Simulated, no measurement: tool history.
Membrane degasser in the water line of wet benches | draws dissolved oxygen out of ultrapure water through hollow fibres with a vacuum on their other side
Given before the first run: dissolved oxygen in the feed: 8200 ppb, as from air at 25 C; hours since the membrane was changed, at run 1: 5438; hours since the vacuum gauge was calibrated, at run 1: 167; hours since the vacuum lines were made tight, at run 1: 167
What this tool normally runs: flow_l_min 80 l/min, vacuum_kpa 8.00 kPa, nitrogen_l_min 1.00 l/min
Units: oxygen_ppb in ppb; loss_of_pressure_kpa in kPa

run,hour,flow_l_min,vacuum_kpa,nitrogen_l_min,hours since the membrane was changed,hours since the vacuum gauge was calibrated,hours since the vacuum lines were made tight,oxygen_ppb,loss_of_pressure_kpa
1,0.0,80,8.00,1.00,5438,167,167,714.7,31.41
2,115.1,80,8.00,1.00,5553,282,282,704.5,31.48
3,195.2,80,8.00,1.00,5633,362,362,719.8,31.79
4,295.7,80,8.00,1.00,5733,463,463,719.8,31.14
5,375.2,65,8.00,1.00,5813,542,542,613.0,25.65
6,502.5,65,8.00,1.00,5940,669,669,604.4,25.82
7,598.9,65,8.00,1.00,6037,766,766,609.3,25.71
8,716.5,97,8.00,1.00,6154,884,884,832.7,38.45
# hour 727.2: vacuum gauge calibrated
9,825.3,97,12.49,1.00,6262,98,992,1376.7,37.99
10,936.7,56,10.86,1.06,6374,209,1103,779.3,22.26
11,1083.1,48,8.00,0.97,6520,356,1250,487.4,19.10
12,1230.7,48,8.00,0.97,6668,504,1397,492.1,19.35
13,1298.4,48,8.00,0.97,6736,571,1465,484.4,18.74
14,1391.4,48,8.00,0.97,6829,664,1558,489.2,18.92
15,1516.1,48,8.00,0.97,6953,789,1683,496.7,19.29
# hour 1645.8: vacuum gauge calibrated, once more
16,1680.6,48,8.00,0.97,7117,35,1847,477.5,19.01

Consider 3 possible next runs. They are alternatives, not a sequence: every one starts from the tool as it was left by run 16. What does each give?
A,1803.2,48,11.12,1.94,7240,157,1969,?,?
B,1803.2,104,8.00,0.97,7240,157,1969,?,?
C,1803.2,80,8.00,1.69,7240,157,1969,?,?

run,oxygen_ppb,loss_of_pressure_kpa
A,454.8,18.96
B,886.1,41.16
C,530.3,31.62
Without the tool's unlogged condition, the same runs would have read:
run,oxygen_ppb,loss_of_pressure_kpa
A,447.5,18.43
B,868.6,40.02
C,516.6,30.74
